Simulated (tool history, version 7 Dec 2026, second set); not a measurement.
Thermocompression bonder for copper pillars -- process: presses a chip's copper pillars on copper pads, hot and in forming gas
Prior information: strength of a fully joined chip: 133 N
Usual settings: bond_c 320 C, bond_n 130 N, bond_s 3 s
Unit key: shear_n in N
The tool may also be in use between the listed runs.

{"run": 1, "day": 0.0, "bond_c": 320, "bond_n": 130, "bond_s": 3, "shear_n": 80.9}
{"run": 2, "day": 0.475, "bond_c": 320, "bond_n": 130, "bond_s": 3, "shear_n": 84.3}
{"run": 3, "day": 1.05, "bond_c": 323, "bond_n": 130, "bond_s": 3, "shear_n": 85.6}
{"run": 4, "day": 1.512, "bond_c": 320, "bond_n": 130, "bond_s": 3, "shear_n": 81.7}
{"run": 5, "day": 1.971, "bond_c": 320, "bond_n": 130, "bond_s": 3, "shear_n": 82.8}
{"run": 6, "day": 2.479, "bond_c": 320, "bond_n": 130, "bond_s": 3, "shear_n": 81.8}
{"run": 7, "day": 3.233, "bond_c": 320, "bond_n": 139, "bond_s": 3, "shear_n": 86.9}
{"run": 8, "day": 3.721, "bond_c": 320, "bond_n": 139, "bond_s": 3, "shear_n": 85.9}
{"run": 9, "day": 4.233, "bond_c": 320, "bond_n": 130, "bond_s": 3, "shear_n": 82.5}
{"run": 10, "day": 5.058, "bond_c": 347, "bond_n": 130, "bond_s": 3, "shear_n": 103.3}
{"run": 11, "day": 5.675, "bond_c": 347, "bond_n": 130, "bond_s": 3, "shear_n": 101.1}
{"run": 12, "day": 6.408, "bond_c": 347, "bond_n": 130, "bond_s": 3, "shear_n": 102.9}
{"run": 13, "day": 7.254, "bond_c": 347, "bond_n": 169, "bond_s": 3, "shear_n": 114.1}
{"run": 14, "day": 8.083, "bond_c": 347, "bond_n": 169, "bond_s": 3, "shear_n": 113.0}
{"run": 15, "day": 8.804, "bond_c": 320, "bond_n": 130, "bond_s": 2, "shear_n": 73.3}
{"run": 16, "day": 9.196, "bond_c": 320, "bond_n": 130, "bond_s": 2, "shear_n": 72.5}
{"run": 17, "day": 9.621, "bond_c": 320, "bond_n": 130, "bond_s": 2, "shear_n": 72.4}
{"run": 18, "day": 10.521, "bond_c": 320, "bond_n": 130, "bond_s": 2, "shear_n": 73.4}
{"run": 19, "day": 11.438, "bond_c": 320, "bond_n": 130, "bond_s": 2, "shear_n": 72.5}
{"run": 20, "day": 11.933, "bond_c": 320, "bond_n": 117, "bond_s": 3, "shear_n": 77.8}
{"run": 21, "day": 12.688, "bond_c": 332, "bond_n": 130, "bond_s": 3, "shear_n": 92.6}
{"run": 22, "day": 13.192, "bond_c": 332, "bond_n": 130, "bond_s": 3, "shear_n": 93.9}
{"run": 23, "day": 13.858, "bond_c": 320, "bond_n": 130, "bond_s": 9, "shear_n": 107.9}
{"run": 24, "day": 14.442, "bond_c": 320, "bond_n": 170, "bond_s": 5, "shear_n": 106.6}
{"run": 25, "day": 15.042, "bond_c": 321, "bond_n": 111, "bond_s": 2, "shear_n": 64.6}
{"run": 26, "day": 15.554, "bond_c": 321, "bond_n": 111, "bond_s": 2, "shear_n": 66.4}
{"run": 27, "day": 16.35, "bond_c": 321, "bond_n": 111, "bond_s": 2, "shear_n": 67.8}
{"day": 16.9, "done": "forming gas filter changed"}
{"run": 28, "day": 16.925, "bond_c": 321, "bond_n": 111, "bond_s": 2, "shear_n": 67.1}
{"run": 29, "day": 17.846, "bond_c": 321, "bond_n": 111, "bond_s": 2, "shear_n": 67.4}
{"run": 30, "day": 18.225, "bond_c": 338, "bond_n": 111, "bond_s": 2, "shear_n": 79.7}
{"run": 31, "day": 18.95, "bond_c": 339, "bond_n": 192, "bond_s": 6, "shear_n": 123.5}
{"day": 19.304, "done": "force cell calibrated"}
{"run": 32, "day": 19.45, "bond_c": 339, "bond_n": 192, "bond_s": 6, "shear_n": 124.3}
{"run": 33, "day": 19.95, "bond_c": 347, "bond_n": 192, "bond_s": 6, "shear_n": 126.8}
{"run": 34, "day": 20.775, "bond_c": 320, "bond_n": 189, "bond_s": 6, "shear_n": 115.6}
{"run": 35, "day": 21.458, "bond_c": 325, "bond_n": 101, "bond_s": 3, "shear_n": 75.6}
{"run": 36, "day": 22.15, "bond_c": 320, "bond_n": 130, "bond_s": 2, "shear_n": 74.7}
{"run": 37, "day": 22.842, "bond_c": 320, "bond_n": 130, "bond_s": 2, "shear_n": 73.3}
{"run": 38, "day": 23.638, "bond_c": 320, "bond_n": 146, "bond_s": 4, "shear_n": 94.6}
{"run": 39, "day": 24.262, "bond_c": 309, "bond_n": 84, "bond_s": 2, "shear_n": 47.2}
{"run": 40, "day": 24.754, "bond_c": 348, "bond_n": 130, "bond_s": 2, "shear_n": 94.7}

Forecast each of these 4 alternatives for the next run:
{"run": "A", "day": 25.621, "bond_c": 348, "bond_n": 117, "bond_s": 8, "shear_n": "?"}
{"run": "B", "day": 25.621, "bond_c": 320, "bond_n": 106, "bond_s": 3, "shear_n": "?"}
{"run": "C", "day": 25.621, "bond_c": 348, "bond_n": 143, "bond_s": 3, "shear_n": "?"}
{"run": "D", "day": 25.621, "bond_c": 324, "bond_n": 130, "bond_s": 6, "shear_n": "?"}

run=A shear_n=117.9
run=B shear_n=74.3
run=C shear_n=107.3
run=D shear_n=101.4
What these runs would have given with no unlogged condition in the tool:
run=A shear_n=118.1
run=B shear_n=74.7
run=C shear_n=107.7
run=D shear_n=101.8

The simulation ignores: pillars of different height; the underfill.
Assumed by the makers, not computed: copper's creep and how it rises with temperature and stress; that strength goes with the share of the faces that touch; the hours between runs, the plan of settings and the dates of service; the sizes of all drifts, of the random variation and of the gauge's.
